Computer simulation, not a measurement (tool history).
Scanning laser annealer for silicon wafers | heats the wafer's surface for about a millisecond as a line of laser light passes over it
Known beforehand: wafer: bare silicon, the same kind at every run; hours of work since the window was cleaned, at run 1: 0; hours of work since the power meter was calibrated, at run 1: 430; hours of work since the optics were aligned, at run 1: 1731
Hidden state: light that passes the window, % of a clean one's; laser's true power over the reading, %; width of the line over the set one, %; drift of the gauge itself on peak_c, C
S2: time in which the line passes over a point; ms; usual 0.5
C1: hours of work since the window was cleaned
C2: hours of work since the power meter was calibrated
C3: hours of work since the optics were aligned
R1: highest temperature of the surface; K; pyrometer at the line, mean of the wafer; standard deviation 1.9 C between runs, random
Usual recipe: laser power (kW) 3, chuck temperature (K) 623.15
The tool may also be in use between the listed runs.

{"run": 1, "hour": 0.0, "laser power (kW)": 3, "S2": 0.5, "chuck temperature (K)": 623.15, "C1": 0, "C2": 430, "C3": 1731, "R1": 1417.15}
{"run": 2, "hour": 38.9, "laser power (kW)": 2.867, "S2": 0.5, "chuck temperature (K)": 623.15, "C1": 17, "C2": 447, "C3": 1748, "R1": 1374.15}
{"run": 3, "hour": 94.3, "laser power (kW)": 2.867, "S2": 0.5, "chuck temperature (K)": 623.15, "C1": 41, "C2": 471, "C3": 1772, "R1": 1370.15}
{"run": 4, "hour": 157.2, "laser power (kW)": 3, "S2": 0.5, "chuck temperature (K)": 623.15, "C1": 68, "C2": 498, "C3": 1799, "R1": 1409.15}
{"run": 5, "hour": 232.5, "laser power (kW)": 3, "S2": 0.5, "chuck temperature (K)": 623.15, "C1": 100, "C2": 531, "C3": 1831, "R1": 1404.15}
{"run": 6, "hour": 281.6, "laser power (kW)": 3.013, "S2": 0.398, "chuck temperature (K)": 623.15, "C1": 121, "C2": 552, "C3": 1853, "R1": 1326.15}
{"run": 7, "hour": 328.1, "laser power (kW)": 3.013, "S2": 0.398, "chuck temperature (K)": 590.15, "C1": 141, "C2": 572, "C3": 1873, "R1": 1291.15}
{"hour": 338.2, "done": "optics aligned, line set to its width"}
{"run": 8, "hour": 396.0, "laser power (kW)": 3.013, "S2": 0.398, "chuck temperature (K)": 590.15, "C1": 169, "C2": 599, "C3": 25, "R1": 1282.15}
{"run": 9, "hour": 461.1, "laser power (kW)": 3.238, "S2": 0.441, "chuck temperature (K)": 623.15, "C1": 197, "C2": 627, "C3": 53, "R1": 1411.15}
{"run": 10, "hour": 500.7, "laser power (kW)": 3.238, "S2": 0.441, "chuck temperature (K)": 623.15, "C1": 214, "C2": 644, "C3": 70, "R1": 1412.15}

3 ways to go on from here, each from the tool as it stands after run 10. What would each give?
{"hour": 544.0, "done": "optics aligned, line set to its width, once more"}
{"run": "A", "hour": 554.9, "laser power (kW)": 3, "S2": 0.383, "chuck temperature (K)": 658.15, "C1": 235, "C2": 665, "C3": 5, "R1": "?"}
{"hour": 544.0, "done": "optics aligned, line set to its width, once more"}
{"run": "B", "hour": 554.9, "laser power (kW)": 3.255, "S2": 0.425, "chuck temperature (K)": 592.15, "C1": 235, "C2": 665, "C3": 5, "R1": "?"}
{"hour": 544.0, "done": "optics aligned, line set to its width, once more"}
{"run": "C", "hour": 554.9, "laser power (kW)": 2.726, "S2": 0.598, "chuck temperature (K)": 624.15, "C1": 235, "C2": 665, "C3": 5, "R1": "?"}

run=A R1=1352.15
run=B R1=1392.15
run=C R1=1394.15
Without the tool's hidden state the same runs would have given:
run=A R1=1371.15
run=B R1=1414.15
run=C R1=1415.15
